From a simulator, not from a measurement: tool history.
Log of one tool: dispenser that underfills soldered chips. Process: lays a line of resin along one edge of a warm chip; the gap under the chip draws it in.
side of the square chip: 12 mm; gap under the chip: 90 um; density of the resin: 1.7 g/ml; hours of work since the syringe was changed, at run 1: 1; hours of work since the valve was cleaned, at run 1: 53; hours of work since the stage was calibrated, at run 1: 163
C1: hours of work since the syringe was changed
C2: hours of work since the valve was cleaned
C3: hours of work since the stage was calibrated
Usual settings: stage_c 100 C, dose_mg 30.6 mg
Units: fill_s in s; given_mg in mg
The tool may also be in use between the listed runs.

Run 1, hour 0: usual settings; C1 1; C2 53; C3 163. Result: fill_s 112.8 s, given_mg 29.16 mg.
Run 2, hour 5.1: usual settings; C1 4; C2 57; C3 167. Result: fill_s 124.9 s, given_mg 29.03 mg.
At hour 7.5: new syringe of resin.
Run 3, hour 9.2: usual settings; C1 1; C2 60; C3 169. Result: fill_s 113.6 s, given_mg 29.02 mg.
Run 4, hour 12.3: usual settings; C1 4; C2 62; C3 172. Result: fill_s 121.9 s, given_mg 28.94 mg.
At hour 15.7: new syringe of resin.
Run 5, hour 17.8: usual settings; C1 2; C2 66; C3 176. Result: fill_s 114.9 s, given_mg 28.83 mg.
At hour 24: new syringe of resin.
Run 6, hour 24: usual settings; C1 0; C2 71; C3 180. Result: fill_s 108.1 s, given_mg 28.67 mg.
Run 7, hour 28.1: usual settings; C1 3; C2 74; C3 183. Result: fill_s 120.7 s, given_mg 28.58 mg.
Run 8, hour 31.8: usual settings but dose_mg 34 mg; C1 6; C2 76; C3 186. Result: fill_s 128.1 s, given_mg 31.63 mg.
At hour 32.6: new syringe of resin.
Run 9, hour 36.2: usual settings; C1 3; C2 80; C3 189. Result: fill_s 121.3 s, given_mg 28.34 mg.
Run 10, hour 39.7: usual settings; C1 5; C2 82; C3 192. Result: fill_s 130.7 s, given_mg 28.29 mg.
At hour 40.8: new syringe of resin.
Run 11, hour 44.1: usual settings but dose_mg 32 mg; C1 2; C2 85; C3 195. Result: fill_s 120.2 s, given_mg 29.51 mg.
At hour 49.1: new syringe of resin.
Run 12, hour 49.8: usual settings; C1 1; C2 89; C3 199. Result: fill_s 107.9 s, given_mg 28.03 mg.
Run 13, hour 56: usual settings but dose_mg 36.4 mg; C1 5; C2 94; C3 204. Result: fill_s 122.5 s, given_mg 33.17 mg.
At hour 57.7: new syringe of resin.
Run 14, hour 59.9: usual settings but stage_c 93 C, dose_mg 36.4 mg; C1 2; C2 97; C3 206. Result: fill_s 151.4 s, given_mg 33.18 mg.
Run 15, hour 62.7: usual settings but stage_c 109 C; C1 4; C2 99; C3 208. Result: fill_s 83.2 s, given_mg 27.94 mg.
At hour 66.1: new syringe of resin.
Run 16, hour 69.1: usual settings but stage_c 90 C; C1 2; C2 103; C3 213. Result: fill_s 184 s, given_mg 27.79 mg.
Run 17, hour 72.1: usual settings but stage_c 90 C; C1 4; C2 106; C3 215. Result: fill_s 195.4 s, given_mg 27.67 mg.
At hour 74.5: new syringe of resin.
Run 18, hour 78.7: usual settings but stage_c 90 C; C1 3; C2 110; C3 220. Result: fill_s 192.2 s, given_mg 27.57 mg.
At hour 82.7: new syringe of resin.
Run 19, hour 83.1: usual settings but stage_c 94 C, dose_mg 29.8 mg; C1 0; C2 114; C3 223. Result: fill_s 148 s, given_mg 26.64 mg.
Run 20, hour 87.1: usual settings but stage_c 89 C, dose_mg 36.7 mg; C1 3; C2 117; C3 226. Result: fill_s 188.8 s, given_mg 32.76 mg.
At hour 90.8: new syringe of resin.
Run 21, hour 90.8: usual settings but stage_c 89 C, dose_mg 36.7 mg; C1 0; C2 119; C3 229. Result: fill_s 173 s, given_mg 32.75 mg.
Run 22, hour 97.4: usual settings but stage_c 89 C, dose_mg 36.7 mg; C1 5; C2 124; C3 234. Result: fill_s 203.5 s, given_mg 32.57 mg.
At hour 99: new syringe of resin.
Run 23, hour 104.2: usual settings but stage_c 89 C, dose_mg 36.7 mg; C1 4; C2 129; C3 238. Result: fill_s 196.3 s, given_mg 32.18 mg.
At hour 107.5: new syringe of resin.
Run 24, hour 111.3: usual settings but stage_c 99 C, dose_mg 31.3 mg; C1 3; C2 134; C3 244. Result: fill_s 126.5 s, given_mg 27.37 mg.
Run 25, hour 114.1: usual settings but stage_c 107 C, dose_mg 30.4 mg; C1 5; C2 136; C3 246. Result: fill_s 96.4 s, given_mg 26.58 mg.
At hour 115.7: dispensing valve cleaned and set on the balance.
At hour 117.2: new syringe of resin.
Run 26, hour 119.5: usual settings but dose_mg 32.6 mg; C1 2; C2 3; C3 249. Result: fill_s 110.3 s, given_mg 32.62 mg.
Run 27, hour 124: usual settings but dose_mg 32.6 mg; C1 5; C2 6; C3 252. Result: fill_s 124.5 s, given_mg 32.21 mg.
At hour 125.7: new syringe of resin.
Run 28, hour 129: usual settings but stage_c 107 C, dose_mg 32.8 mg; C1 2; C2 10; C3 256. Result: fill_s 84.2 s, given_mg 32.34 mg.
At hour 134.2: new syringe of resin.
Run 29, hour 135.6: usual settings but stage_c 107 C, dose_mg 32.8 mg; C1 1; C2 14; C3 260. Result: fill_s 78.9 s, given_mg 32.46 mg.
Run 30, hour 140.4: usual settings but dose_mg 27.7 mg; C1 5; C2 18; C3 264. Result: fill_s 129 s, given_mg 27.07 mg.
At hour 142.5: new syringe of resin.
Run 31, hour 143.5: usual settings but dose_mg 27.7 mg; C1 1; C2 20; C3 266. Result: fill_s 107.9 s, given_mg 27.11 mg.
Run 32, hour 146.9: usual settings but stage_c 107 C, dose_mg 30.5 mg; C1 3; C2 23; C3 269. Result: fill_s 86.5 s, given_mg 29.87 mg.
At hour 150.7: new syringe of resin.
Run 33, hour 151.7: usual settings but stage_c 92 C, dose_mg 31.1 mg; C1 1; C2 26; C3 272. Result: fill_s 157 s, given_mg 30.35 mg.
Run 34, hour 158.3: usual settings but stage_c 115 C, dose_mg 31.4 mg; C1 6; C2 31; C3 277. Result: fill_s 66.8 s, given_mg 30.72 mg.

Hidden state or all else? Some run-to-run changes of fill_s, split into what the settings, what came in and random variation would give without the hidden state, and what is left for the hidden state (with any gauge scatter that isn't in both results):
The hidden state here: resin's viscosity, % of fresh resin's; dose that the valve gives, % of what is set; true chip temperature over the reading, C; drift of the gauge itself on fill_s, %; drift of the gauge itself on given_mg, %.
Run 15 -> 16: stage_c 109 -> 90, new syringe of resin. fill_s +100.8 s: hidden state -5.7, all else +106.5.
Run 20 -> 21: new syringe of resin. fill_s -15.8 s: hidden state -18.2, all else +2.4.
Run 21 -> 22: no setting changed, nothing entered. fill_s +30.5 s: hidden state +29.5, all else +1.
Run 30 -> 31: new syringe of resin. fill_s -21.1 s: hidden state -17.4, all else -3.7.
Run 32 -> 33: stage_c 107 -> 92, dose_mg 30.5 -> 31.1, new syringe of resin. fill_s +70.5 s: hidden state -11.8, all else +82.3.
Run 33 -> 34: stage_c 92 -> 115, dose_mg 31.1 -> 31.4. fill_s -90.2 s: hidden state +17, all else -107.2.
